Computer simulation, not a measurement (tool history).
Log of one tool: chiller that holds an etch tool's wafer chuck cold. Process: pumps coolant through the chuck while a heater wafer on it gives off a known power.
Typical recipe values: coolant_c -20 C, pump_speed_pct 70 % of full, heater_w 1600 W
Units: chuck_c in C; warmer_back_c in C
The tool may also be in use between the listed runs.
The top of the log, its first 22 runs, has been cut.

run    hour  coolant_c  pump_speed_pct  heater_w  chuck_c  warmer_back_c
 23   871.3        -14              76      1600     -2.4           6.11
 24   922.1        -14              91      1600     -4.2           4.98
 25   967.8        -14              91      1600     -4.2           5.04
 26  1005.2        -14              91      1600     -3.9           5.08
 27  1051.3        -23              84      2090       -9           7.18
 28  1085.3        -26              66       883    -18.8           3.82
 29  1113.5        -26              66       883    -18.8           3.76
 30  1142.5        -26              66       883    -18.9           3.83
 31  1185.4        -20              69      1159    -11.1           4.75
 32  1211.1        -27              70      1600    -14.7           6.57

Here are 4 independent what-if runs from the current tool condition. What would each one return?
  A  1248.8        -11              70      1506        ?              ?
  B  1248.8        -24              74      1597        ?              ?
  C  1248.8        -23              73      1600        ?              ?
  D  1248.8        -27              70      1761        ?              ?

run  chuck_c  warmer_back_c
  A      0.4           6.11
  B    -12.4           6.19
  C    -11.1           6.21
  D    -13.4           7.25
With no hidden state in the tool, these same runs would have given:
run  chuck_c  warmer_back_c
  A      0.4           6.34
  B    -12.4           6.43
  C    -11.1           6.45
  D    -13.4           7.49
